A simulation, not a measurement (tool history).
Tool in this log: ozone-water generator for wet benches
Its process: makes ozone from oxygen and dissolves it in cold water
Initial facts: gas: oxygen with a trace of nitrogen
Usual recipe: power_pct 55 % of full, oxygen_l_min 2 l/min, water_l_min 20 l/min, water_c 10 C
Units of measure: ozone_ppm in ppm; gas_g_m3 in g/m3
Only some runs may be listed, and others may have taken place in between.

run    hour  power_pct  oxygen_l_min  water_l_min  water_c  ozone_ppm  gas_g_m3
  1       0         55             2           20       10       8.07     169.5
  2     124         55             2           20       10       8.08     168.6
  3   256.2         55             2           20       10       8.09     169.9
  4   332.1         55             2           24       10       6.56       169
  5   462.9         55             2           24       10       6.65     167.1
  6   535.9         55             2           24       10       6.57     167.9
  7   672.4         55             2           24       10       6.58     168.8
  8   807.2         55             2           24       10       6.48     166.8
  9     883         55             2           20       10          8       168
 10  1007.5         55             2           20       10        7.8     166.2
 11  1163.6         55             2           20       10       7.79     165.8
 12  1255.3         72          3.07           13        5      17.51     167.6
 13  1371.5         55             2           22       12       6.98     166.1
 14    1529         55          2.14           20       10       8.09     161.4
 15  1628.7         55          2.14           20       10       8.04     161.1
 16    1734         93             2           24       14       8.93     245.2
 17  1803.7         55          1.48           20       10       7.06     190.2
 18  1914.3         55          1.13           25       10       4.72     214.7
     1982.5  -- contactor cleaned
 19  2035.8         57          3.26           23        6       8.96     135.4
 20  2164.1         57          3.26           23        6       8.97     134.2
 21  2264.5         55          1.21           16       10       8.79     206.7

5 options for the next run, each taken on its own from the tool as it stands now. Forecast them:
  A  2392.4         65          1.21           15        7          ?         ?
  B  2392.4         55          2.78           29       10          ?         ?
  C  2392.4         55          1.29           16       10          ?         ?
  D  2392.4         55          1.21           16       15          ?         ?
  E  2392.4         55          1.21           16        7          ?         ?

run  ozone_ppm  gas_g_m3
  A      11.12     232.3
  B       6.34     142.1
  C       9.12     198.8
  D       8.58     205.5
  E       9.14     204.8
Take away the tool's hidden state, keep each run's random variation, and the runs would have read:
run  ozone_ppm  gas_g_m3
  A      11.74     243.7
  B       6.67     148.1
  C       9.59     207.1
  D       9.02     214.2
  E        9.6     213.5
